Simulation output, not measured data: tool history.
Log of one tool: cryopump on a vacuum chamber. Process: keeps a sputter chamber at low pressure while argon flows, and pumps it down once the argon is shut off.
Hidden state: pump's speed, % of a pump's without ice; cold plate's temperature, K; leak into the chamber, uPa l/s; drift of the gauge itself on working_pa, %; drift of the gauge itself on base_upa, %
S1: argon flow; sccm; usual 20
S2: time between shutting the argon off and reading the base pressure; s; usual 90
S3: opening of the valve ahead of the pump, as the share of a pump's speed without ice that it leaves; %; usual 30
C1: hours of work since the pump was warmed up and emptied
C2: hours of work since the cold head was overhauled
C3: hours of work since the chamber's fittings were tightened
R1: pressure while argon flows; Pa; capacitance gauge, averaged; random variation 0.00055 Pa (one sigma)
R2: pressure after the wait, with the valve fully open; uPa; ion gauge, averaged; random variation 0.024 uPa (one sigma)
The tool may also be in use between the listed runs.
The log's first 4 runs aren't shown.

| run | hour | S1 | S2 | S3 | C1 | C2 | C3 | R1 | R2 |
|---|---|---|---|---|---|---|---|---|---|
| 5 | 235.7 | 12 | 90 | 30 | 1158 | 2345 | 2345 | 0.0390 | 3.44 |
|  | 260.6 | pump warmed up, emptied and cooled again |
| 6 | 323.1 | 20 | 90 | 30 | 43 | 2402 | 2402 | 0.0583 | 2.63 |
| 7 | 384.9 | 20 | 90 | 30 | 85 | 2444 | 2444 | 0.0584 | 2.66 |
| 8 | 463.8 | 20 | 90 | 30 | 140 | 2498 | 2498 | 0.0588 | 2.81 |
|  | 499.7 | leaking fittings of the chamber tightened, without venting |
| 9 | 542.5 | 20 | 90 | 30 | 192 | 2551 | 29 | 0.0591 | 0.86 |
| 10 | 606.4 | 20 | 90 | 30 | 236 | 2595 | 73 | 0.0588 | 0.91 |
| 11 | 644.1 | 20 | 90 | 22 | 262 | 2621 | 99 | 0.0800 | 0.99 |
| 12 | 690.3 | 20 | 90 | 29 | 294 | 2652 | 131 | 0.0605 | 1.02 |
| 13 | 741.0 | 20 | 90 | 29 | 329 | 2687 | 166 | 0.0614 | 0.97 |
| 14 | 798.4 | 30 | 90 | 30 | 368 | 2727 | 205 | 0.0903 | 1.06 |
| 15 | 859.0 | 30 | 37 | 30 | 410 | 2768 | 247 | 0.0914 | 2.09 |
| 16 | 940.4 | 30 | 37 | 30 | 466 | 2824 | 303 | 0.0910 | 2.13 |
| 17 | 994.1 | 20 | 90 | 30 | 502 | 2861 | 340 | 0.0610 | 1.17 |
| 18 | 1068.5 | 20 | 90 | 30 | 553 | 2912 | 391 | 0.0622 | 1.21 |

Forecast run 19:
| 19 | 1154.8 | 40 | 28 | 30 | 613 | 2971 | 450 | ? | ? |

{"run 19": {"R1": 0.1247, "R2": 2.86}}
Without the tool's hidden state the same run would have given R1 0.1153 Pa, R2 2.41 uPa.
